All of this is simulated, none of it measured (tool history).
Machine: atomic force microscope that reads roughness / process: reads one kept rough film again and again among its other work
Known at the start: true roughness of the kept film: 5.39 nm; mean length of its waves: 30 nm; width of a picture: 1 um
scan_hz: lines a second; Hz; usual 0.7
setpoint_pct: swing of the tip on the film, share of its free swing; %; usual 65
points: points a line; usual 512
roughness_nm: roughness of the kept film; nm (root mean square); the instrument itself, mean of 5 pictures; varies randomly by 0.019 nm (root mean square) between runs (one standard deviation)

run     day  scan_hz  setpoint_pct  points  roughness_nm
  1       0      0.7            65     512          4.67
  2   0.675      0.7            65     512         4.506
  3    1.45      0.7            65     269         4.309
  4    2.35      0.7            65     269         4.149
  5   3.292      0.7            65     269         3.964
      4.346  -- new tip fitted
  6   4.383    2.972            65     512          4.36
  7   5.329    2.972            65     512         4.166
  8   6.296    2.972            65     512         4.011
  9   7.279      0.7            65     512         4.098
 10   7.929      0.7            65     512         3.995
      8.696  -- new tip fitted
 11   9.146    1.281            65     512         4.461
 12  10.133    1.281            65     512          4.29
 13  11.112    1.281            65     512         4.128
 14  11.933    1.281            65     512         3.983
     13.088  -- new tip fitted
 15  13.142    1.281            65     512         4.531
 16  14.346    1.281            65     512         4.311
 17    15.2    3.374            65     512         3.929
 18  15.804    3.374            65     512          3.83
 19  16.829    3.374            65     512         3.666
     17.421  -- new tip fitted
 20  17.633    1.668            65     512         4.453
 21  18.262    1.668            65     512         4.353
 22  19.433    1.668            65     512         4.111
 23  20.542    1.668            65     512         3.928
     21.762  -- new tip fitted
 24  21.775    1.944            83     512         4.077
 25  22.529    1.722            71     897         4.216
 26  23.438      0.7            65     491         4.296
 27  24.354    0.658            67     519         4.108
 28  25.054    0.658            67     519         3.986
 29  25.696    0.658            77     353         3.822
     26.096  -- new tip fitted
 30  26.783    0.658            77     353         4.377
 31  27.529    1.351            77     542           4.1
 32  28.538    0.654            87     427         4.004
 33  29.617    3.204            74     512          3.47
     30.421  -- new tip fitted
 34  30.462    3.204            74     512         4.086
 35  31.292    1.118            69     366         4.353
 36  31.875    1.118            69     366          4.22
 37  32.925    1.118            69     366         4.046
 38  34.121    1.118            69     366         3.824
     34.775  -- new tip fitted
 39  34.775    2.472            74     939          4.19
 40  35.775      0.7            74     512         4.361
 41  36.846    1.212            88     422          3.83
 42  37.425    1.212            88     422         3.739

3 ways to go on from here, each from the tool as it stands after run 42. What would each give?
  A  37.996     0.62            65     428             ?
  B  37.996    1.411            65     512             ?
  C  37.996    1.212            62     422             ?

run  roughness_nm
  A         4.037
  B         3.935
  C         3.999
Without the tool's hidden state the same runs would have given:
run  roughness_nm
  A         4.719
  B           4.6
  C         4.675
